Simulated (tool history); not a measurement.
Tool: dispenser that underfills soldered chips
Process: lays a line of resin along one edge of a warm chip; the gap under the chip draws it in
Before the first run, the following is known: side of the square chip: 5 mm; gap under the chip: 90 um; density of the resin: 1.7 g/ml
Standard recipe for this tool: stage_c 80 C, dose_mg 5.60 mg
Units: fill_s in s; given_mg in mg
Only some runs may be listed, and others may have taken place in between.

run	hour	stage_c	dose_mg	fill_s	given_mg
1	0.0	80	5.60	6.8	5.13
2	4.4	80	5.60	7.8	5.08
# hour 7.1: new syringe of resin
3	8.4	80	5.60	5.4	5.10
4	12.4	80	5.60	6.9	5.04
5	16.4	80	5.60	8.4	5.09
# hour 18.8: dispensing valve cleaned and set on the balance
# hour 20.0: new syringe of resin
6	21.8	80	5.60	5.7	5.59
7	26.7	80	5.60	7.1	5.57
8	28.8	80	5.60	7.9	5.58
# hour 32.1: new syringe of resin
9	32.4	70	5.60	6.9	5.54
10	35.7	76	5.60	6.8	5.56
11	38.4	76	5.60	8.0	5.53
12	42.9	76	5.60	9.6	5.56
# hour 44.1: new syringe of resin
13	45.7	79	5.60	5.5	5.60
14	49.7	79	5.60	6.5	5.48
15	53.2	80	5.60	7.9	5.51
# hour 56.2: new syringe of resin
16	58.3	92	5.60	3.3	5.49
17	60.5	83	5.60	5.3	5.50
18	65.4	83	5.60	7.6	5.47
# hour 68.2: new syringe of resin
19	68.7	80	6.81	5.3	6.64
20	73.5	80	6.02	6.3	5.86
21	77.5	70	6.40	10.8	6.23
# hour 80.2: new syringe of resin
22	82.6	70	6.40	7.9	6.19
23	86.8	82	6.49	6.0	6.32
24	91.1	82	6.49	7.7	6.33
# hour 92.3: new syringe of resin
25	94.1	87	4.83	4.9	4.67
26	97.8	77	5.19	7.5	4.99
27	100.8	80	5.86	7.4	5.63
28	103.0	78	5.87	9.0	5.65
# hour 104.3: new syringe of resin
29	108.1	92	5.12	3.7	4.89
30	112.8	86	6.59	6.4	6.32
# hour 116.2: new syringe of resin
31	117.5	77	5.60	5.7	5.35
32	119.9	95	6.29	3.6	5.97
33	123.8	95	5.83	4.5	5.52
34	126.6	81	4.99	8.3	4.77
# hour 128.2: new syringe of resin
35	131.5	81	4.99	6.0	4.69
36	135.0	81	4.99	7.1	4.72

What if the next run were any one of these 3? Each begins from the tool's condition after run 36:
A	139.7	81	5.73	?	?
B	139.7	92	5.04	?	?
C	139.7	92	4.99	?	?

run	fill_s	given_mg
A	8.0	5.39
B	6.1	4.74
C	6.4	4.73
Take away the tool's hidden state, keep each run's random variation, and the runs would have read:
run	fill_s	given_mg
A	4.5	5.72
B	3.4	5.02
C	3.8	5.01

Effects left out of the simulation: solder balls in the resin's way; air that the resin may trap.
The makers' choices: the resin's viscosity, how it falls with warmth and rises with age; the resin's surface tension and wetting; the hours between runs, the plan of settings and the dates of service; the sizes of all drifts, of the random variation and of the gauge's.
